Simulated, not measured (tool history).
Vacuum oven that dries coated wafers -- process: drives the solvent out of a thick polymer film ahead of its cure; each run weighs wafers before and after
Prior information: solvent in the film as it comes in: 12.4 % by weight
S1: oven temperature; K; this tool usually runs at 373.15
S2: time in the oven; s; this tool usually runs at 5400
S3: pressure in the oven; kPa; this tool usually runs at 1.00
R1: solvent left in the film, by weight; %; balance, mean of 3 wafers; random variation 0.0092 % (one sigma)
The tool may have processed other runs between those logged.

{"run": 1, "hour": 0.0, "S1": 373.15, "S2": 5400, "S3": 1.0, "R1": 0.946}
{"run": 2, "hour": 46.4, "S1": 373.15, "S2": 5400, "S3": 1.0, "R1": 0.93}
{"run": 3, "hour": 92.6, "S1": 373.15, "S2": 3360, "S3": 1.0, "R1": 2.014}
{"hour": 127.6, "done": "oven's thermocouples calibrated"}
{"run": 4, "hour": 157.2, "S1": 371.15, "S2": 5400, "S3": 1.0, "R1": 1.332}
{"run": 5, "hour": 203.6, "S1": 371.15, "S2": 5400, "S3": 1.0, "R1": 1.344}
{"run": 6, "hour": 249.4, "S1": 371.15, "S2": 5400, "S3": 1.0, "R1": 1.347}
{"run": 7, "hour": 277.1, "S1": 371.15, "S2": 5400, "S3": 1.0, "R1": 1.338}
{"run": 8, "hour": 308.3, "S1": 371.15, "S2": 5400, "S3": 1.0, "R1": 1.335}
{"run": 9, "hour": 364.2, "S1": 371.15, "S2": 5400, "S3": 1.0, "R1": 1.343}
{"run": 10, "hour": 406.7, "S1": 371.15, "S2": 5400, "S3": 1.0, "R1": 1.328}
{"run": 11, "hour": 451.7, "S1": 370.15, "S2": 5400, "S3": 1.0, "R1": 1.434}
{"run": 12, "hour": 511.8, "S1": 373.15, "S2": 5400, "S3": 1.0, "R1": 1.115}
{"run": 13, "hour": 544.5, "S1": 373.15, "S2": 5400, "S3": 1.0, "R1": 1.114}
{"run": 14, "hour": 601.3, "S1": 373.15, "S2": 5400, "S3": 1.0, "R1": 1.098}
{"run": 15, "hour": 641.5, "S1": 373.15, "S2": 5400, "S3": 1.0, "R1": 1.098}
{"run": 16, "hour": 682.6, "S1": 373.15, "S2": 5400, "S3": 1.0, "R1": 1.118}
{"run": 17, "hour": 737.6, "S1": 373.15, "S2": 5400, "S3": 1.0, "R1": 1.091}
{"run": 18, "hour": 784.2, "S1": 373.15, "S2": 5400, "S3": 1.0, "R1": 1.104}
{"run": 19, "hour": 814.8, "S1": 372.15, "S2": 5400, "S3": 1.0, "R1": 1.202}
{"run": 20, "hour": 846.4, "S1": 384.15, "S2": 5040, "S3": 2.45, "R1": 0.762}
{"run": 21, "hour": 874.5, "S1": 375.15, "S2": 6180, "S3": 2.25, "R1": 1.081}
{"run": 22, "hour": 930.9, "S1": 375.15, "S2": 6180, "S3": 2.25, "R1": 1.111}
{"run": 23, "hour": 990.1, "S1": 373.15, "S2": 8820, "S3": 0.78, "R1": 0.488}
{"run": 24, "hour": 1052.3, "S1": 374.15, "S2": 4980, "S3": 0.97, "R1": 1.142}
{"run": 25, "hour": 1079.0, "S1": 358.15, "S2": 6000, "S3": 1.8, "R1": 3.454}
{"run": 26, "hour": 1132.4, "S1": 362.15, "S2": 4440, "S3": 1.17, "R1": 3.332}
{"run": 27, "hour": 1182.0, "S1": 362.15, "S2": 4440, "S3": 1.17, "R1": 3.357}
{"run": 28, "hour": 1208.9, "S1": 384.15, "S2": 8760, "S3": 2.4, "R1": 0.628}
{"run": 29, "hour": 1269.8, "S1": 384.15, "S2": 8760, "S3": 2.4, "R1": 0.61}
{"run": 30, "hour": 1302.4, "S1": 373.15, "S2": 8580, "S3": 0.75, "R1": 0.488}
{"run": 31, "hour": 1359.7, "S1": 370.15, "S2": 8580, "S3": 0.86, "R1": 0.68}
{"run": 32, "hour": 1410.5, "S1": 361.15, "S2": 5400, "S3": 0.7, "R1": 2.715}
{"run": 33, "hour": 1462.2, "S1": 377.15, "S2": 3180, "S3": 2.8, "R1": 2.237}
{"run": 34, "hour": 1524.5, "S1": 373.15, "S2": 3660, "S3": 1.0, "R1": 1.974}
{"run": 35, "hour": 1560.0, "S1": 366.15, "S2": 5400, "S3": 1.0, "R1": 1.955}

Consider 4 possible next runs. They are alternatives, not a sequence: every one starts from the tool as it was left by run 35. What does each give?
{"run": "A", "hour": 1610.6, "S1": 384.15, "S2": 5400, "S3": 1.0, "R1": "?"}
{"run": "B", "hour": 1610.6, "S1": 377.15, "S2": 5400, "S3": 1.0, "R1": "?"}
{"run": "C", "hour": 1610.6, "S1": 364.15, "S2": 9120, "S3": 0.98, "R1": "?"}
{"run": "D", "hour": 1610.6, "S1": 369.15, "S2": 3420, "S3": 3.49, "R1": "?"}

run=A R1=0.401
run=B R1=0.761
run=C R1=1.114
run=D R1=3.589
Without the tool's hidden state the same runs would have given:
run=A R1=0.332
run=B R1=0.707
run=C R1=1.014
run=D R1=3.641
